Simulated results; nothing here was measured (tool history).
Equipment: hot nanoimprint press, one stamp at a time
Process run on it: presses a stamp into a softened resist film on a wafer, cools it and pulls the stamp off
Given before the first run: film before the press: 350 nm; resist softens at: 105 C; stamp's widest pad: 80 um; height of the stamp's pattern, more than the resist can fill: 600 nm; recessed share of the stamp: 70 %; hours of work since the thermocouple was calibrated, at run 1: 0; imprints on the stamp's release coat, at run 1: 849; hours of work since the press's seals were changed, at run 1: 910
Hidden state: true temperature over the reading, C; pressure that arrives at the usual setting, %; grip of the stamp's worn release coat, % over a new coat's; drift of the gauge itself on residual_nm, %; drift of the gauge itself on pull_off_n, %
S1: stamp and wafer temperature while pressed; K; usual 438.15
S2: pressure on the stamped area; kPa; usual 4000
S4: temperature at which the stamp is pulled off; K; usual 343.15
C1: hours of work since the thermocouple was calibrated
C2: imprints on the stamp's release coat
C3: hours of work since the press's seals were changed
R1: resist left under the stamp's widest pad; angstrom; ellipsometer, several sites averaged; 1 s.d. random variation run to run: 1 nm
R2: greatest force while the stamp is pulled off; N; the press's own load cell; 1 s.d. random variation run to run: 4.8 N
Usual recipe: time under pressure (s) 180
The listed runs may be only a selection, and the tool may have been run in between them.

run 1 hour=0.0 | S1=438.15 S2=4000 time_under_pressure_(s)=180 S4=343.15 | C1=0 C2=849 C3=910 | R1=1539 R2=298
run 2 hour=33.5 | S1=438.15 S2=4000 time_under_pressure_(s)=180 S4=331.15 | C1=13 C2=896 C3=923 | R1=1518 R2=381
run 3 hour=76.0 | S1=438.15 S2=4000 time_under_pressure_(s)=180 S4=343.15 | C1=31 C2=955 C3=941 | R1=1573 R2=297
run 4 hour=130.0 | S1=438.15 S2=4000 time_under_pressure_(s)=180 S4=343.15 | C1=52 C2=1030 C3=962 | R1=1539 R2=310
run 5 hour=169.7 | S1=438.15 S2=4000 time_under_pressure_(s)=180 S4=348.15 | C1=68 C2=1085 C3=978 | R1=1539 R2=281
run 6 hour=204.9 | S1=438.15 S2=4000 time_under_pressure_(s)=167 S4=348.15 | C1=82 C2=1135 C3=992 | R1=1599 R2=279
run 7 hour=237.8 | S1=438.15 S2=4000 time_under_pressure_(s)=167 S4=348.15 | C1=96 C2=1181 C3=1005 | R1=1583 R2=276
run 8 hour=283.5 | S1=438.15 S2=4000 time_under_pressure_(s)=167 S4=348.15 | C1=114 C2=1244 C3=1024 | R1=1587 R2=285
run 9 hour=323.3 | S1=438.15 S2=4000 time_under_pressure_(s)=167 S4=348.15 | C1=130 C2=1300 C3=1040 | R1=1593 R2=283
run 10 hour=366.0 | S1=438.15 S2=2930 time_under_pressure_(s)=180 S4=343.15 | C1=147 C2=1359 C3=1057 | R1=1791 R2=339
run 11 hour=405.1 | S1=438.15 S2=4000 time_under_pressure_(s)=180 S4=340.15 | C1=163 C2=1414 C3=1073 | R1=1568 R2=365
run 12 hour=436.5 | S1=438.15 S2=4000 time_under_pressure_(s)=180 S4=347.15 | C1=175 C2=1457 C3=1085 | R1=1578 R2=318
run 13 hour=471.2 | S1=439.15 S2=4000 time_under_pressure_(s)=180 S4=347.15 | C1=189 C2=1506 C3=1099 | R1=1491 R2=295
run 14 hour=511.9 | S1=432.15 S2=4000 time_under_pressure_(s)=180 S4=343.15 | C1=206 C2=1563 C3=1116 | R1=2044 R2=353
run 15 hour=566.7 | S1=432.15 S2=4000 time_under_pressure_(s)=180 S4=343.15 | C1=228 C2=1639 C3=1138 | R1=2045 R2=349
run 16 hour=601.8 | S1=447.15 S2=4400 time_under_pressure_(s)=180 S4=343.15 | C1=242 C2=1688 C3=1152 | R1=1038 R2=363
-- hour=631.7 stamp cleaned and given a new release coat
run 17 hour=646.0 | S1=438.15 S2=4530 time_under_pressure_(s)=341 S4=343.15 | C1=257 C2=20 C3=1167 | R1=1202 R2=251
run 18 hour=699.1 | S1=438.15 S2=3310 time_under_pressure_(s)=147 S4=350.15 | C1=278 C2=94 C3=1188 | R1=1890 R2=213
run 19 hour=737.3 | S1=439.15 S2=3520 time_under_pressure_(s)=157 S4=336.15 | C1=294 C2=147 C3=1204 | R1=1734 R2=292
run 20 hour=777.0 | S1=439.15 S2=4630 time_under_pressure_(s)=324 S4=344.15 | C1=310 C2=203 C3=1220 | R1=1150 R2=241
run 21 hour=823.1 | S1=448.15 S2=3050 time_under_pressure_(s)=94 S4=347.15 | C1=328 C2=267 C3=1238 | R1=1546 R2=240
run 22 hour=851.9 | S1=448.15 S2=3050 time_under_pressure_(s)=94 S4=347.15 | C1=340 C2=307 C3=1250 | R1=1536 R2=242
run 23 hour=903.5 | S1=448.15 S2=3050 time_under_pressure_(s)=94 S4=347.15 | C1=360 C2=379 C3=1270 | R1=1541 R2=242
run 24 hour=930.3 | S1=438.15 S2=3970 time_under_pressure_(s)=180 S4=351.15 | C1=371 C2=416 C3=1281 | R1=1635 R2=213
run 25 hour=990.5 | S1=438.15 S2=3970 time_under_pressure_(s)=180 S4=351.15 | C1=395 C2=500 C3=1305 | R1=1638 R2=226
run 26 hour=1023.5 | S1=438.15 S2=3970 time_under_pressure_(s)=180 S4=351.15 | C1=409 C2=546 C3=1319 | R1=1644 R2=227
run 27 hour=1075.0 | S1=438.15 S2=5640 time_under_pressure_(s)=198 S4=348.15 | C1=429 C2=618 C3=1339 | R1=1366 R2=257
run 28 hour=1113.7 | S1=446.15 S2=4000 time_under_pressure_(s)=338 S4=330.15 | C1=445 C2=672 C3=1355 | R1=895 R2=390
run 29 hour=1142.1 | S1=443.15 S2=4000 time_under_pressure_(s)=168 S4=330.15 | C1=456 C2=711 C3=1366 | R1=1363 R2=385

Across each entry between runs, compare the hidden state at the last listed run before it with the hidden state at the first listed run after it:
Between runs 16 and 17: stamp cleaned and given a new release coat (hour 631.7)
  true temperature over the reading, C: -0.64 -> -0.69; pressure that arrives at the usual setting, %: 94.14 -> 94.07; grip of the stamp's worn release coat, % over a new coat's: 49.3 -> 0.6
  measured result minus the result with no hidden state, R1: +63 -> +81 angstrom; R2: +124 -> +6 N
